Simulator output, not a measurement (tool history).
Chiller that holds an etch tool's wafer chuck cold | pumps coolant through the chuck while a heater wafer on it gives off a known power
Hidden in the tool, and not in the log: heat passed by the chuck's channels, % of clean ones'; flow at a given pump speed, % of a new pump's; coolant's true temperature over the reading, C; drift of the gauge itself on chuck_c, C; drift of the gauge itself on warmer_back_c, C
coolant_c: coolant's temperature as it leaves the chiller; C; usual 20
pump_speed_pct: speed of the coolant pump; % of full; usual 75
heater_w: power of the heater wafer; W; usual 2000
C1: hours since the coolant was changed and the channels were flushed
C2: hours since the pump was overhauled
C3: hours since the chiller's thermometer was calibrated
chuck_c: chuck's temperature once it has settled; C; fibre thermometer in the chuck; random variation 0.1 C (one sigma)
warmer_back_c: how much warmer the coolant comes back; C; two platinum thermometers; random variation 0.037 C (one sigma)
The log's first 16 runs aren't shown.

run 17 hour=1852.2 | coolant_c=20 pump_speed_pct=75 heater_w=1140 | C1=1723 C2=250 C3=880 | chuck_c=36.1 warmer_back_c=4.21
run 18 hour=1973 | coolant_c=13 pump_speed_pct=75 heater_w=1203 | C1=1844 C2=371 C3=1001 | chuck_c=30 warmer_back_c=4.43
run 19 hour=2082.9 | coolant_c=13 pump_speed_pct=75 heater_w=1203 | C1=1954 C2=480 C3=1111 | chuck_c=30.3 warmer_back_c=4.4
run 20 hour=2162.8 | coolant_c=16 pump_speed_pct=63 heater_w=2000 | C1=2034 C2=560 C3=1190 | chuck_c=49.5 warmer_back_c=8.79
run 21 hour=2293.5 | coolant_c=16 pump_speed_pct=63 heater_w=1023 | C1=2164 C2=691 C3=1321 | chuck_c=33.2 warmer_back_c=4.59
run 22 hour=2417.1 | coolant_c=21 pump_speed_pct=98 heater_w=2234 | C1=2288 C2=815 C3=1445 | chuck_c=46.8 warmer_back_c=6.32
run 23 hour=2506.7 | coolant_c=27 pump_speed_pct=70 heater_w=2395 | C1=2377 C2=904 C3=1534 | chuck_c=64.4 warmer_back_c=9.48
run 24 hour=2600.2 | coolant_c=17 pump_speed_pct=80 heater_w=2281 | C1=2471 C2=998 C3=1628 | chuck_c=48.9 warmer_back_c=7.98
run 25 hour=2691 | coolant_c=13 pump_speed_pct=66 heater_w=1944 | C1=2562 C2=1088 C3=1719 | chuck_c=45.2 warmer_back_c=8.19
run 26 hour=2788.5 | coolant_c=21 pump_speed_pct=75 heater_w=1919 | C1=2659 C2=1186 C3=1816 | chuck_c=49.4 warmer_back_c=7.09
run 27 hour=2894.9 | coolant_c=21 pump_speed_pct=75 heater_w=1919 | C1=2766 C2=1292 C3=1923 | chuck_c=49.7 warmer_back_c=7.15

Forecast run 28:
run 28 hour=2998.9 | coolant_c=21 pump_speed_pct=79 heater_w=1919 | C1=2870 C2=1396 C3=2027 | chuck_c=? warmer_back_c=?

{"run 28": {"chuck_c": 48.7, "warmer_back_c": 6.84}}
Without the tool's hidden state the same run would have given chuck_c 45.3 C, warmer_back_c 6.7 C.

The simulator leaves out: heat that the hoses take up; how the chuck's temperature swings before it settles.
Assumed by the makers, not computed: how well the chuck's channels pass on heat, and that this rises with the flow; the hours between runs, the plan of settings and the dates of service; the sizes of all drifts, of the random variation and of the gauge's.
